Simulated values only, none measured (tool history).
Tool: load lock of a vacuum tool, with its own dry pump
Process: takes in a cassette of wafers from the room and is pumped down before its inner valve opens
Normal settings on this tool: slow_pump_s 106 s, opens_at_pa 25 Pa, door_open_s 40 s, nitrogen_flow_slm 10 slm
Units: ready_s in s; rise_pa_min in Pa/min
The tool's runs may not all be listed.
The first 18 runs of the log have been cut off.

run,day,slow_pump_s,opens_at_pa,door_open_s,nitrogen_flow_slm,hours that the pump has run since its overhaul,times that the door has closed on its seal,"incoming humidity of the room's air, %",ready_s,rise_pa_min
19,70.612,106,25,40,5,4528,37886,47.1,174.9,0.183
20,73.538,197,25,40,22,4598,38219,43.5,254.6,0.167
21,78.317,197,25,40,22,4713,38762,44.6,255.8,0.172
22,80.692,106,35,27,10,4770,39032,46.7,171.5,0.179
23,86.038,106,35,27,10,4898,39639,46.6,170.7,0.19
24,90.496,106,50,40,10,5005,40146,47,169.4,0.19
25,94.983,106,50,40,10,5113,40656,40.9,170.8,0.19
26,98.962,106,25,40,8,5208,41109,42.5,176.4,0.193
# day 103.879: door's seal changed, seat wiped
27,103.879,106,25,40,8,5325,0,44.4,176.1,0.036
28,107.275,106,31,40,39,5406,386,44.4,174.6,0.019
29,109.75,100,24,57,25,5466,667,40.9,172.5,0.028
30,112.612,57,30,26,6,5534,993,45.9,133.1,0.035
31,115.292,106,35,40,10,5599,1297,41.8,175.4,0.036
32,118.154,105,21,74,33,5667,1622,42.5,178,0.028
33,120.879,58,27,74,11,5733,1932,43.8,135.6,0.048
34,124.438,89,25,40,5,5818,2337,41.5,164.7,0.036
35,129.846,106,26,43,5,5948,2952,45.4,178.9,0.043
36,132.525,103,25,27,10,6012,3256,43.2,174.2,0.034
37,137.729,103,25,27,10,6137,3848,44.2,175.5,0.035

Forecast each of these 3 alternatives for the next run:
A,141.846,103,22,27,19,6236,4316,46.9,?,?
B,141.846,137,25,111,10,6236,4316,44.3,?,?
C,141.846,103,39,25,27,6236,4316,41.8,?,?

run,ready_s,rise_pa_min
A,177.1,0.031
B,204,0.048
C,171.2,0.03
Without the tool's hidden state the same runs would have given:
run,ready_s,rise_pa_min
A,165,0.025
B,193.2,0.042
C,160.4,0.024

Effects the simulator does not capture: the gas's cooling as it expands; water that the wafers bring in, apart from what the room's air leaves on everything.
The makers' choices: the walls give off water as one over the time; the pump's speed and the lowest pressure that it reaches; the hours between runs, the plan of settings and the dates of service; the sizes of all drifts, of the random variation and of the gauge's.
